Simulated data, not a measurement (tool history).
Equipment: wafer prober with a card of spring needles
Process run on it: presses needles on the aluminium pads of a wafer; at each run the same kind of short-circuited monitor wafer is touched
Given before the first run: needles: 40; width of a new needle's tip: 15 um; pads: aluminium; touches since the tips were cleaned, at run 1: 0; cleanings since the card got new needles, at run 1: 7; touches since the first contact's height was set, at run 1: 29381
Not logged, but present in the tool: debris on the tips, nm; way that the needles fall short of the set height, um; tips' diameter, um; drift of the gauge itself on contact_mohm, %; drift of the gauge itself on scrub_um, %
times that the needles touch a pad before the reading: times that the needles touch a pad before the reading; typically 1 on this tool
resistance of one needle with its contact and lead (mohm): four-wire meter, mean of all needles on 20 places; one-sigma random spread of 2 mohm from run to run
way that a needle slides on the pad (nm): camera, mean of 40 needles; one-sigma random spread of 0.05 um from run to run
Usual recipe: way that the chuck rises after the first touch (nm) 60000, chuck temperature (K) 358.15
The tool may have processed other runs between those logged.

run,hour,way that the chuck rises after the first touch (nm),chuck temperature (K),times that the needles touch a pad before the reading,touches since the tips were cleaned,cleanings since the card got new needles,touches since the first contact's height was set,resistance of one needle with its contact and lead (mohm),way that a needle slides on the pad (nm)
1,0.0,60000,358.15,1,0,7,29381,208,16720
# hour 11.3: tips cleaned on abrasive film
2,17.3,60000,343.15,1,2086,8,35404,211,16680
# hour 23.2: tips cleaned on abrasive film
3,31.2,60000,343.15,1,2812,9,40238,207,16680
# hour 35.1: tips cleaned on abrasive film
# hour 46.2: tips cleaned on abrasive film
4,50.5,60000,343.15,1,1510,11,46944,205,16700
# hour 58.5: tips cleaned on abrasive film
5,63.2,60000,343.15,1,1643,12,51352,207,16750
# hour 70.5: tips cleaned on abrasive film
6,74.1,60000,343.15,1,1268,13,55155,208,16830
# hour 82.2: tips cleaned on abrasive film
7,84.7,60000,358.15,1,856,14,58804,211,16720
# hour 93.7: tips cleaned on abrasive film
8,101.5,60000,358.15,1,2751,15,64685,211,16800
# hour 105.0: tips cleaned on abrasive film
9,110.9,60000,358.15,1,2082,16,67935,212,16780
# hour 115.8: tips cleaned on abrasive film
# hour 126.8: tips cleaned on abrasive film
10,127.3,60000,358.15,1,201,18,73625,213,16730
# hour 138.2: tips cleaned on abrasive film
11,147.4,60000,358.15,1,3233,19,80611,212,16740
# hour 149.2: tips cleaned on abrasive film
# hour 161.3: tips cleaned on abrasive film
12,163.4,60000,358.15,1,764,21,86174,209,16790
# hour 173.9: tips cleaned on abrasive film
13,183.5,60000,358.15,1,3381,22,93167,210,16850
# hour 185.4: tips cleaned on abrasive film
14,195.5,60000,358.15,1,3521,23,97322,210,16850
# hour 197.0: tips cleaned on abrasive film
# hour 209.0: tips cleaned on abrasive film
15,210.3,60000,308.15,1,424,25,102437,200,16780
16,219.5,60000,311.15,1,3667,25,105680,201,16800
# hour 221.1: tips cleaned on abrasive film
# hour 232.9: tips cleaned on abrasive film
17,232.9,76000,381.15,1,0,27,110317,209,21340
# hour 244.1: tips cleaned on abrasive film
18,252.5,48000,359.15,1,2930,28,117125,210,13420
# hour 256.0: tips cleaned on abrasive film
# hour 267.2: tips cleaned on abrasive film
19,270.7,60000,358.15,3,1214,30,123438,208,16700
# hour 278.1: tips cleaned on abrasive film
20,285.7,70000,337.15,1,2656,31,128675,209,19680
# hour 290.3: tips cleaned on abrasive film
# hour 301.7: tips cleaned on abrasive film
21,302.2,66000,343.15,2,155,33,134377,203,18570
# hour 313.7: tips cleaned on abrasive film
22,321.1,65000,338.15,1,2596,34,140963,207,18310
# hour 324.7: tips cleaned on abrasive film
# hour 336.3: tips cleaned on abrasive film
23,338.8,78000,338.15,3,861,36,147087,203,21950
# hour 347.3: tips cleaned on abrasive film
24,349.8,78000,338.15,3,878,37,150930,203,22000
# hour 359.1: tips cleaned on abrasive film
# hour 370.3: tips cleaned on abrasive film
25,370.3,49000,358.15,2,0,39,158052,213,13800
# hour 381.8: tips cleaned on abrasive film
26,391.0,72000,305.15,1,3231,40,165259,195,20300
# hour 393.1: tips cleaned on abrasive film
27,401.1,61000,378.15,1,2827,41,168770,217,17240
# hour 405.3: tips cleaned on abrasive film
28,415.6,42000,353.15,1,3579,42,173792,214,11880
# hour 417.3: tips cleaned on abrasive film
# hour 428.8: tips cleaned on abrasive film
29,433.7,56000,345.15,3,1730,44,180080,211,15850
# hour 439.6: tips cleaned on abrasive film
30,449.9,60000,343.15,2,3585,45,185712,209,17070
# hour 451.0: tips cleaned on abrasive film
# hour 463.2: tips cleaned on abrasive film
# hour 468.1: gauge calibrated
31,469.4,65000,358.15,1,2149,47,192480,211,18100

Each row is a separate what-if for the run after 31, all from the same tool condition, not one after another. Results?
# hour 474.9: tips cleaned on abrasive film
A,482.2,75000,358.15,3,2560,48,196929,?,?
# hour 474.9: tips cleaned on abrasive film
B,482.2,51000,358.15,2,2560,48,196929,?,?
# hour 474.9: tips cleaned on abrasive film
C,482.2,48000,379.15,2,2560,48,196929,?,?
# hour 474.9: tips cleaned on abrasive film
D,482.2,65000,306.15,3,2560,48,196929,?,?

run,resistance of one needle with its contact and lead (mohm),way that a needle slides on the pad (nm)
A,211,20830
B,212,14140
C,217,13390
D,200,18020
Take away the tool's hidden state, keep each run's random variation, and the runs would have read:
run,resistance of one needle with its contact and lead (mohm),way that a needle slides on the pad (nm)
A,211,20830
B,212,14150
C,217,13400
D,200,18030

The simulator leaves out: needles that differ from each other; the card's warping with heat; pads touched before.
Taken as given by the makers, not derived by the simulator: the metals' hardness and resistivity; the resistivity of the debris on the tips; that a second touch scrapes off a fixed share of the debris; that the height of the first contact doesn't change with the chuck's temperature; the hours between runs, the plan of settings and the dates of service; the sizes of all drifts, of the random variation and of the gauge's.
